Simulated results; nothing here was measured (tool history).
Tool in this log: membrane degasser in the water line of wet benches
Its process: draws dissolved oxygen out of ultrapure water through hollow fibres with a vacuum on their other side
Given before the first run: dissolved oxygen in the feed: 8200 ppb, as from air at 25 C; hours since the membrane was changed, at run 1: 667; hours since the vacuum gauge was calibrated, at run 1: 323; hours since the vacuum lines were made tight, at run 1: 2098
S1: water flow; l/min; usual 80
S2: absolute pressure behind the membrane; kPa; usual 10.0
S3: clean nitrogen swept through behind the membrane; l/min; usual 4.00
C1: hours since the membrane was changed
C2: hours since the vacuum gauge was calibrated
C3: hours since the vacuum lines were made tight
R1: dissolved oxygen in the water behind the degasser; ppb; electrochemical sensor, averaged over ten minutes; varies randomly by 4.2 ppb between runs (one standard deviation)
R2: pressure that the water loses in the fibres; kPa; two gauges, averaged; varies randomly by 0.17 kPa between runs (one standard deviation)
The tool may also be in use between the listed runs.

run 1 hour=0.0 | S1=80 S2=10.0 S3=4.00 | C1=667 C2=323 C3=2098 | R1=426.8 R2=29.54
run 2 hour=36.5 | S1=80 S2=10.0 S3=4.00 | C1=703 C2=360 C3=2134 | R1=412.9 R2=29.57
run 3 hour=105.4 | S1=80 S2=10.0 S3=2.63 | C1=772 C2=429 C3=2203 | R1=543.7 R2=29.46
run 4 hour=170.6 | S1=80 S2=10.0 S3=4.00 | C1=837 C2=494 C3=2269 | R1=417.8 R2=29.75
run 5 hour=231.2 | S1=80 S2=10.0 S3=4.00 | C1=898 C2=555 C3=2329 | R1=422.5 R2=29.85
run 6 hour=291.7 | S1=51 S2=10.0 S3=4.00 | C1=958 C2=615 C3=2390 | R1=235.4 R2=19.04
run 7 hour=348.8 | S1=51 S2=10.0 S3=4.00 | C1=1015 C2=672 C3=2447 | R1=237.5 R2=19.06
run 8 hour=394.3 | S1=80 S2=13.1 S3=4.00 | C1=1061 C2=718 C3=2492 | R1=537.2 R2=30.00
run 9 hour=451.8 | S1=80 S2=13.1 S3=4.00 | C1=1118 C2=775 C3=2550 | R1=546.0 R2=29.86
run 10 hour=508.8 | S1=80 S2=7.3 S3=4.00 | C1=1175 C2=832 C3=2607 | R1=315.7 R2=29.82
run 11 hour=544.4 | S1=59 S2=10.0 S3=4.00 | C1=1211 C2=868 C3=2642 | R1=288.8 R2=22.09
run 12 hour=620.4 | S1=91 S2=10.0 S3=4.00 | C1=1287 C2=944 C3=2718 | R1=490.1 R2=34.41
run 13 hour=691.7 | S1=52 S2=10.0 S3=4.00 | C1=1358 C2=1015 C3=2790 | R1=239.1 R2=19.71
-- hour=715.2 gauge calibrated
run 14 hour=757.4 | S1=80 S2=9.9 S3=4.00 | C1=1424 C2=1081 C3=2855 | R1=410.3 R2=29.52
run 15 hour=803.4 | S1=80 S2=10.5 S3=4.00 | C1=1470 C2=1127 C3=2901 | R1=440.9 R2=29.74
run 16 hour=853.5 | S1=80 S2=10.5 S3=4.00 | C1=1520 C2=1177 C3=2951 | R1=450.0 R2=29.83
run 17 hour=909.5 | S1=80 S2=10.0 S3=4.00 | C1=1576 C2=1233 C3=3007 | R1=418.0 R2=29.42
run 18 hour=988.4 | S1=122 S2=13.8 S3=4.00 | C1=1655 C2=1312 C3=3086 | R1=939.9 R2=45.79
run 19 hour=1070.4 | S1=122 S2=13.8 S3=2.69 | C1=1737 C2=1394 C3=3168 | R1=1142.6 R2=45.74
run 20 hour=1126.0 | S1=122 S2=13.8 S3=2.69 | C1=1793 C2=1449 C3=3224 | R1=1137.8 R2=45.54
run 21 hour=1159.2 | S1=122 S2=13.8 S3=2.69 | C1=1826 C2=1483 C3=3257 | R1=1163.5 R2=45.54
run 22 hour=1219.7 | S1=122 S2=13.8 S3=2.69 | C1=1886 C2=1543 C3=3318 | R1=1132.0 R2=45.95
run 23 hour=1255.9 | S1=84 S2=7.5 S3=2.69 | C1=1922 C2=1579 C3=3354 | R1=409.4 R2=31.72
run 24 hour=1295.8 | S1=83 S2=6.8 S3=2.69 | C1=1962 C2=1619 C3=3394 | R1=371.6 R2=31.30
run 25 hour=1360.6 | S1=85 S2=20.2 S3=7.10 | C1=2027 C2=1684 C3=3459 | R1=589.3 R2=32.30
run 26 hour=1442.7 | S1=85 S2=20.2 S3=7.10 | C1=2109 C2=1766 C3=3541 | R1=589.4 R2=32.19
run 27 hour=1513.3 | S1=76 S2=13.8 S3=10.43 | C1=2180 C2=1837 C3=3611 | R1=295.2 R2=28.81
run 28 hour=1585.7 | S1=64 S2=13.4 S3=2.61 | C1=2252 C2=1909 C3=3684 | R1=574.0 R2=24.36
run 29 hour=1639.6 | S1=64 S2=13.4 S3=2.61 | C1=2306 C2=1963 C3=3738 | R1=581.6 R2=24.22
run 30 hour=1681.2 | S1=54 S2=15.2 S3=4.00 | C1=2348 C2=2005 C3=3779 | R1=400.2 R2=20.72
run 31 hour=1720.5 | S1=54 S2=15.2 S3=4.00 | C1=2387 C2=2044 C3=3818 | R1=402.3 R2=20.76
run 32 hour=1789.0 | S1=54 S2=15.2 S3=4.00 | C1=2456 C2=2112 C3=3887 | R1=405.1 R2=20.85

Expected results for the next run?
run 33 hour=1869.7 | S1=107 S2=23.9 S3=4.16 | C1=2536 C2=2193 C3=3968 | R1=? R2=?

Run 33 gave R1 1226.2 ppb, R2 41.41 kPa.
Without the tool's hidden state the same run would have given R1 1225.7 ppb, R2 39.50 kPa.
